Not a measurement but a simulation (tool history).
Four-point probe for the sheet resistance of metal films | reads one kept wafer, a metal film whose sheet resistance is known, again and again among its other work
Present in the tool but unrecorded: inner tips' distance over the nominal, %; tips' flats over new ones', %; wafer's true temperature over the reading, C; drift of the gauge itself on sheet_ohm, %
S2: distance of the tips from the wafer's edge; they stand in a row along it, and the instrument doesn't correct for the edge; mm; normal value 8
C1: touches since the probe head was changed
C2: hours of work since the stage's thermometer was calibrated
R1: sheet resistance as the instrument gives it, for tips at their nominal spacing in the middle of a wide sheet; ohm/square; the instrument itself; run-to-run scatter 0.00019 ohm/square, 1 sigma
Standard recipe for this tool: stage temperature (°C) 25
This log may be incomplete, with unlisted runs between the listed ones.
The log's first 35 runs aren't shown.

run 36 hour=3420.3 | stage_temperature_(°C)=26 S2=8 | C1=136679 C2=1554 | R1=0.933320
run 37 hour=3491.8 | stage_temperature_(°C)=19 S2=12 | C1=137863 C2=1596 | R1=0.930976
-- hour=3577.2 stage's thermometer calibrated
run 38 hour=3578.2 | stage_temperature_(°C)=19 S2=12 | C1=139286 C2=1 | R1=0.930913
run 39 hour=3711.9 | stage_temperature_(°C)=27 S2=57 | C1=141500 C2=80 | R1=0.925278
run 40 hour=3775.5 | stage_temperature_(°C)=30 S2=11 | C1=142553 C2=117 | R1=0.928230
run 41 hour=3906.4 | stage_temperature_(°C)=33 S2=48 | C1=144721 C2=195 | R1=0.923687
run 42 hour=3999.9 | stage_temperature_(°C)=20 S2=11 | C1=146270 C2=250 | R1=0.931518
run 43 hour=4130.9 | stage_temperature_(°C)=20 S2=11 | C1=148440 C2=328 | R1=0.931344
run 44 hour=4249.5 | stage_temperature_(°C)=18 S2=26 | C1=150405 C2=398 | R1=0.928570
run 45 hour=4347.6 | stage_temperature_(°C)=33 S2=6 | C1=152028 C2=456 | R1=0.937051

3 options for the next run, each taken on its own from the tool as it stands now. Forecast them:
run A hour=4474.8 | stage_temperature_(°C)=26 S2=4 | C1=154136 C2=531 | R1=?
run B hour=4474.8 | stage_temperature_(°C)=23 S2=59 | C1=154136 C2=531 | R1=?
run C hour=4474.8 | stage_temperature_(°C)=34 S2=28 | C1=154136 C2=531 | R1=?

run=A R1=0.955405
run=B R1=0.926168
run=C R1=0.923904
The same runs, with their run-to-run variation unchanged, on a tool lacking any hidden condition would have given:
run=A R1=0.955328
run=B R1=0.926093
run=C R1=0.923829

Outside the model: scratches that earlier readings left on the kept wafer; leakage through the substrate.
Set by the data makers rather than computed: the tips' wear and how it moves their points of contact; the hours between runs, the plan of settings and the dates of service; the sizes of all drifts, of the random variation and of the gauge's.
